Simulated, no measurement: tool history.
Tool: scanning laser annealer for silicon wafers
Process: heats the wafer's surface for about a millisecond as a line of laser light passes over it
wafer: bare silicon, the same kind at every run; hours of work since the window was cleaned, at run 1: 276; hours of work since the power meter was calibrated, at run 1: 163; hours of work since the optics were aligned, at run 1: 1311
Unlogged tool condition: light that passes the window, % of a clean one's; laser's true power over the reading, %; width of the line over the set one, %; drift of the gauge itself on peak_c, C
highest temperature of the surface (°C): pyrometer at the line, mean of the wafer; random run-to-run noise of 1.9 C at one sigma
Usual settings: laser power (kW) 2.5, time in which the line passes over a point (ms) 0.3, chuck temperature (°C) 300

run   hour  laser power (kW)  time in which the line passes over a point (ms)  chuck temperature (°C)  hours of work since the window was cleaned  hours of work since the power meter was calibrated  hours of work since the optics were aligned  highest temperature of the surface (°C)
  1      0               2.5                                              0.3                     300                                         276                                                 163                                         1311                                     1059
  2   27.3               2.5                                              0.3                     300                                         290                                                 177                                         1324                                     1061
  3   54.4             2.653                                              0.3                     300                                         303                                                 190                                         1338                                     1115
  4   69.9               2.5                                            0.334                     300                                         311                                                 198                                         1345                                     1106
  5   82.1               2.5                                            0.334                     300                                         317                                                 204                                         1351                                     1108
  6  101.5               2.5                                            0.334                     300                                         326                                                 213                                         1361                                     1105
  7  114.1               2.5                                            0.334                     300                                         333                                                 220                                         1367                                     1106
     117.9  -- window over the wafer cleaned
  8  135.9               2.5                                            0.334                     300                                           9                                                 230                                         1377                                     1097
  9  149.8               2.5                                              0.3                     287                                          16                                                 236                                         1384                                     1034
 10  172.8               2.5                                              0.3                     287                                          27                                                 248                                         1395                                     1035
     182.3  -- window over the wafer cleaned, once more
 11    192               2.5                                              0.3                     287                                           5                                                 256                                         1404                                     1062
     199.1  -- optics aligned, line set to its width
 12  213.9               2.5                                              0.3                     317                                          13                                                 265                                            7                                     1116
 13  239.5               2.5                                              0.3                     289                                          26                                                 277                                           20                                     1088
 14  266.2               2.5                                              0.3                     289                                          39                                                 291                                           33                                     1087

What will run 15 give?
 15  277.9             2.295                                            0.267                     311                                          45                                                 296                                           39                                        ?

highest temperature of the surface (°C): 980
Minus the tool's unlogged condition, the same run would have read highest temperature of the surface (°C) 981.

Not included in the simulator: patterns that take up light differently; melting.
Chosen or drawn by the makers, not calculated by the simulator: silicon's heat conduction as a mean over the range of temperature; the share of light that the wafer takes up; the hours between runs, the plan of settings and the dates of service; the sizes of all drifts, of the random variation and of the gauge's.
